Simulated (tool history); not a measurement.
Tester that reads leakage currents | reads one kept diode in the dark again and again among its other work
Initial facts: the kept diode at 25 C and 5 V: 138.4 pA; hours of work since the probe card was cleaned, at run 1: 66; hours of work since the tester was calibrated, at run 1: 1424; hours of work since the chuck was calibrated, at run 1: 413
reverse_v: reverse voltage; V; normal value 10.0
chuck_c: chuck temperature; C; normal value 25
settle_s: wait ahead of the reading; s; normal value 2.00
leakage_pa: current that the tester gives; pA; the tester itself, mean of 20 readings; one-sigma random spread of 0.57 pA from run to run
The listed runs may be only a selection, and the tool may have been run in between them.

run      day  reverse_v  chuck_c  settle_s  hours of work since the probe card was cleaned  hours of work since the tester was calibrated  hours of work since the chuck was calibrated  leakage_pa
  1    0.000       10.0       25      2.00                                              66                                           1424                                           413      199.10
  2    6.846       10.0       25      2.00                                             134                                           1492                                           480      201.98
  3   12.654       10.0       25      2.00                                             192                                           1549                                           538      203.31
  4   19.379       10.0       25      2.00                                             258                                           1616                                           605      207.47
  5   29.412       10.0       25      2.00                                             358                                           1715                                           704      211.99
  6   38.708       10.0       25      2.00                                             450                                           1807                                           796      214.76
  7   46.004       10.0       25      2.00                                             522                                           1880                                           868      217.59
  8   55.938       10.0       25      0.33                                             620                                           1978                                           967      230.08
      62.046  -- tester calibrated
  9   65.554       10.0       25      0.33                                             715                                             35                                          1061      229.60
 10   74.700       10.0       28      2.00                                             805                                            125                                          1151      290.77
 11   80.183       10.0       28      2.00                                             859                                            180                                          1206      294.36
 12   88.838       10.0       28      2.00                                             945                                            265                                          1292      296.77
 13   96.808       10.0       28      2.00                                            1024                                            344                                          1370      303.45
     102.517  -- probe card cleaned and baked
 14  105.471       10.0       28      2.00                                              29                                            429                                          1455      281.23
 15  113.825       10.0       28      2.00                                             112                                            511                                          1538      282.39
 16  121.671        1.4       23      2.00                                             190                                            589                                          1615       72.83
     126.483  -- chuck's temperature calibrated
 17  130.554        3.3       32      5.18                                             277                                            676                                            40      226.30
 18  137.629        3.5       29      1.61                                             347                                            746                                           110      179.06
 19  144.567        3.1       31      1.94                                             416                                            815                                           179      203.86
 20  150.496       17.3       25      8.82                                             474                                            874                                           238      270.54
 21  159.254       17.3       25      8.82                                             561                                            961                                           325      276.09
 22  167.567        1.5       30      0.97                                             643                                           1043                                           407      137.46
 23  175.917        1.5       30      0.97                                             726                                           1125                                           489      138.35
 24  183.988        1.5       37      1.21                                             806                                           1205                                           569      259.79
 25  190.275        1.2       39      2.00                                             868                                           1268                                           632      282.39
 26  197.629        1.7       40      2.00                                             941                                           1340                                           704      362.36
 27  205.575        3.0       33      2.00                                            1020                                           1419                                           783      256.52
 28  210.454        4.0       30      3.70                                            1068                                           1467                                           831      227.80
     211.167  -- probe card cleaned and baked
 29  216.900        3.5       27      5.19                                              57                                           1530                                           894      155.12
 30  224.367        1.5       48      5.95                                             131                                           1604                                           968      676.98

For some of the steps in leakage_pa from one run to the next: how much would appear even if the tool had no hidden state, given the settings, what came in and random variation, and how much remains for the hidden state plus any gauge scatter that the measured result and the result without hidden state don't share?
Hidden state at play: stray current of the dirty probe card, pA a volt; current scale over the true one, %; true chuck temperature over the reading, C; drift of the gauge itself on leakage_pa, %.
Run 13 -> 14: probe card cleaned and baked. leakage_pa -22.22 pA: hidden state -22.43, all else +0.21.
Run 15 -> 16: reverse_v 10.0 -> 1.4, chuck_c 28 -> 23. leakage_pa -209.56 pA: hidden state -21.83, all else -187.73.
Run 16 -> 17: reverse_v 1.4 -> 3.3, chuck_c 23 -> 32, settle_s 2.00 -> 5.18, chuck's temperature calibrated. leakage_pa +153.47 pA: hidden state -3.67, all else +157.14.
Run 21 -> 22: reverse_v 17.3 -> 1.5, chuck_c 25 -> 30, settle_s 8.82 -> 0.97. leakage_pa -138.63 pA: hidden state -24.59, all else -114.04.
Run 29 -> 30: reverse_v 3.5 -> 1.5, chuck_c 27 -> 48, settle_s 5.19 -> 5.95. leakage_pa +521.86 pA: hidden state +37.43, all else +484.43.
